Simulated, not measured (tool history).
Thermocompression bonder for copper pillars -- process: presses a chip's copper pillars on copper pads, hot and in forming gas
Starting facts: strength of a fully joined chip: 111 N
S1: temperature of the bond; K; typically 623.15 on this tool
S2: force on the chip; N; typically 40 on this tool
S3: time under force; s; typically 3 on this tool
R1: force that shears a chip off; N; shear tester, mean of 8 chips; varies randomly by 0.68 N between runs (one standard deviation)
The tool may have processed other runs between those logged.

{"run": 1, "hour": 0.0, "S1": 623.15, "S2": 40, "S3": 3, "R1": 45.8}
{"run": 2, "hour": 4.5, "S1": 623.15, "S2": 40, "S3": 3, "R1": 45.4}
{"run": 3, "hour": 12.1, "S1": 623.15, "S2": 40, "S3": 3, "R1": 45.9}
{"run": 4, "hour": 18.2, "S1": 623.15, "S2": 40, "S3": 3, "R1": 46.5}
{"run": 5, "hour": 26.0, "S1": 623.15, "S2": 40, "S3": 3, "R1": 46.2}
{"run": 6, "hour": 33.0, "S1": 623.15, "S2": 40, "S3": 3, "R1": 46.5}
{"run": 7, "hour": 39.9, "S1": 623.15, "S2": 40, "S3": 3, "R1": 46.3}
{"run": 8, "hour": 47.2, "S1": 623.15, "S2": 40, "S3": 3, "R1": 45.6}
{"run": 9, "hour": 56.5, "S1": 623.15, "S2": 40, "S3": 3, "R1": 46.2}
{"run": 10, "hour": 61.9, "S1": 623.15, "S2": 40, "S3": 3, "R1": 46.4}
{"run": 11, "hour": 71.4, "S1": 623.15, "S2": 40, "S3": 3, "R1": 45.6}
{"run": 12, "hour": 78.3, "S1": 623.15, "S2": 40, "S3": 3, "R1": 44.6}
{"run": 13, "hour": 85.7, "S1": 623.15, "S2": 40, "S3": 3, "R1": 45.7}
{"run": 14, "hour": 92.4, "S1": 623.15, "S2": 40, "S3": 3, "R1": 45.7}
{"run": 15, "hour": 103.0, "S1": 629.15, "S2": 40, "S3": 5, "R1": 58.3}
{"run": 16, "hour": 108.7, "S1": 629.15, "S2": 40, "S3": 5, "R1": 56.9}
{"run": 17, "hour": 113.4, "S1": 629.15, "S2": 40, "S3": 5, "R1": 60.8}
{"run": 18, "hour": 118.1, "S1": 629.15, "S2": 40, "S3": 5, "R1": 59.0}
{"run": 19, "hour": 127.8, "S1": 642.15, "S2": 40, "S3": 2, "R1": 48.7}
{"run": 20, "hour": 135.7, "S1": 613.15, "S2": 60, "S3": 3, "R1": 48.8}
{"run": 21, "hour": 144.0, "S1": 623.15, "S2": 40, "S3": 7, "R1": 63.0}
{"run": 22, "hour": 148.8, "S1": 640.15, "S2": 40, "S3": 6, "R1": 67.7}
{"run": 23, "hour": 154.7, "S1": 608.15, "S2": 42, "S3": 6, "R1": 49.7}
{"run": 24, "hour": 164.1, "S1": 596.15, "S2": 52, "S3": 6, "R1": 48.9}
{"run": 25, "hour": 174.9, "S1": 631.15, "S2": 40, "S3": 3, "R1": 49.8}
{"run": 26, "hour": 181.6, "S1": 631.15, "S2": 40, "S3": 3, "R1": 49.6}
{"run": 27, "hour": 188.9, "S1": 631.15, "S2": 40, "S3": 3, "R1": 51.1}
{"run": 28, "hour": 195.0, "S1": 594.15, "S2": 42, "S3": 3, "R1": 30.8}

Missing from the log above: 1 entry noted between runs. For each, name the pair of listed runs it sits between and say how the tool's hidden condition differs from the listed run just before to the listed run just after:
In the gap between runs 9 and 10: forming gas filter changed (hour 57.9)
  oxide that the forming gas leaves, % of the face: 0.9 -> 0.51

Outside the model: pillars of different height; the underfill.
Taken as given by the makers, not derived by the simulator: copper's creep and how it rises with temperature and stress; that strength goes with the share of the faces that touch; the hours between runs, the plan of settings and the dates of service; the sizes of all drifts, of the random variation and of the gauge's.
